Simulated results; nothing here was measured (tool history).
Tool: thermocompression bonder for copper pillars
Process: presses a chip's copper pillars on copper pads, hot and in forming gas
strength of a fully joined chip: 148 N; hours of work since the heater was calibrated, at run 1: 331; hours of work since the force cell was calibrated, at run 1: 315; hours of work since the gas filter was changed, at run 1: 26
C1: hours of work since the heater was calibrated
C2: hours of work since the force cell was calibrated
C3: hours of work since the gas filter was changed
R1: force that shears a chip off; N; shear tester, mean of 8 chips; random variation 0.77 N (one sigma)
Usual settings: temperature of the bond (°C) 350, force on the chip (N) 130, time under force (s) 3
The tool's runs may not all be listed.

Run 1, hour 0.0: usual settings; C1 331; C2 315; C3 26. Result: R1 53.2 N.
Run 2, hour 7.9: usual settings; C1 337; C2 321; C3 32. Result: R1 54.1 N.
Run 3, hour 21.3: usual settings; C1 348; C2 332; C3 42. Result: R1 53.6 N.
Run 4, hour 36.4: usual settings; C1 359; C2 343; C3 53. Result: R1 53.5 N.
Run 5, hour 48.7: usual settings but temperature of the bond (°C) 374; C1 368; C2 352; C3 63. Result: R1 69.2 N.
Run 6, hour 60.1: usual settings but force on the chip (N) 127; C1 377; C2 361; C3 71. Result: R1 52.9 N.
Run 7, hour 67.8: usual settings but temperature of the bond (°C) 340; C1 383; C2 367; C3 77. Result: R1 48.2 N.
Run 8, hour 78.7: usual settings but temperature of the bond (°C) 335, force on the chip (N) 132, time under force (s) 5; C1 391; C2 375; C3 86. Result: R1 55.3 N.
Run 9, hour 90.1: usual settings but temperature of the bond (°C) 321, force on the chip (N) 81, time under force (s) 2; C1 400; C2 384; C3 94. Result: R1 18.1 N.
Run 10, hour 101.2: usual settings but temperature of the bond (°C) 355; C1 408; C2 392; C3 103. Result: R1 55.4 N.
Run 11, hour 110.1: usual settings but temperature of the bond (°C) 361, force on the chip (N) 93, time under force (s) 4; C1 415; C2 399; C3 109. Result: R1 49.1 N.

3 ways to go on from here, each from the tool as it stands after run 11. What would each give?
Run A, hour 120.3: usual settings but temperature of the bond (°C) 372, force on the chip (N) 94; C1 423; C2 407; C3 117. Result: R1 ?.
Run B, hour 120.3: usual settings but force on the chip (N) 83; C1 423; C2 407; C3 117. Result: R1 ?.
Run C, hour 120.3: usual settings but force on the chip (N) 127; C1 423; C2 407; C3 117. Result: R1 ?.

run    R1
  A  48.8
  B  32.8
  C  52.6
Without the tool's hidden state the same runs would have given:
run    R1
  A  54.5
  B  37.3
  C  59.0

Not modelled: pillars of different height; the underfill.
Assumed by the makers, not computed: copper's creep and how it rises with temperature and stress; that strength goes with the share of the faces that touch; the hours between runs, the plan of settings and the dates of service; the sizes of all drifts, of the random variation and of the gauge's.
